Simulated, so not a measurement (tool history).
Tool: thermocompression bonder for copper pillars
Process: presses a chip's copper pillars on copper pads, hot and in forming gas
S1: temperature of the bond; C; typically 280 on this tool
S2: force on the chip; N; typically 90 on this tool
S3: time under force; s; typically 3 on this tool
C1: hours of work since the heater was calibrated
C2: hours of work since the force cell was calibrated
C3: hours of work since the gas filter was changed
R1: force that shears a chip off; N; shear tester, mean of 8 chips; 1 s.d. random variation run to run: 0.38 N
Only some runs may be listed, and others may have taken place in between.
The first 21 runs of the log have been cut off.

run	day	S1	S2	S3	C1	C2	C3	R1
22	56.483	280	90	3	702	769	304	84.4
23	59.704	283	105	8	751	818	353	114.3
24	62.208	283	105	8	789	856	391	114.7
25	65.075	274	55	2	833	899	435	49.1
# day 65.983: forming gas filter changed
26	67.458	286	87	3	869	935	22	89.4
27	69.504	286	87	3	900	967	54	88.9
28	71.925	307	108	7	937	1003	91	126.0
# day 72.858: heater calibrated with a thermocouple chip
29	75.638	256	90	3	42	1059	146	61.8
30	77.567	283	69	3	72	1088	175	75.6
31	81.108	307	73	3	126	1142	229	101.1
32	84.754	307	73	3	181	1198	285	100.4
33	88.350	307	93	3	236	1252	339	110.6
34	91.229	307	93	3	280	1296	383	110.3
35	95.042	307	93	3	338	1354	441	110.7
# day 95.658: forming gas filter changed
# day 97.667: force cell calibrated
36	98.846	307	93	3	394	18	48	111.5
37	101.829	307	93	3	440	63	93	111.2
38	104.146	310	100	4	475	99	128	121.3

Here are 4 independent what-if runs from the current tool condition. What would each one return?
A	106.138	279	113	2	505	129	159	?
B	106.138	310	58	3	505	129	159	?
C	106.138	298	100	4	505	129	159	?
D	106.138	253	71	2	505	129	159	?

run	R1
A	86.4
B	93.2
C	113.9
D	42.5
What these runs would have given with no unlogged condition in the tool:
run	R1
A	83.9
B	90.6
C	110.7
D	41.2

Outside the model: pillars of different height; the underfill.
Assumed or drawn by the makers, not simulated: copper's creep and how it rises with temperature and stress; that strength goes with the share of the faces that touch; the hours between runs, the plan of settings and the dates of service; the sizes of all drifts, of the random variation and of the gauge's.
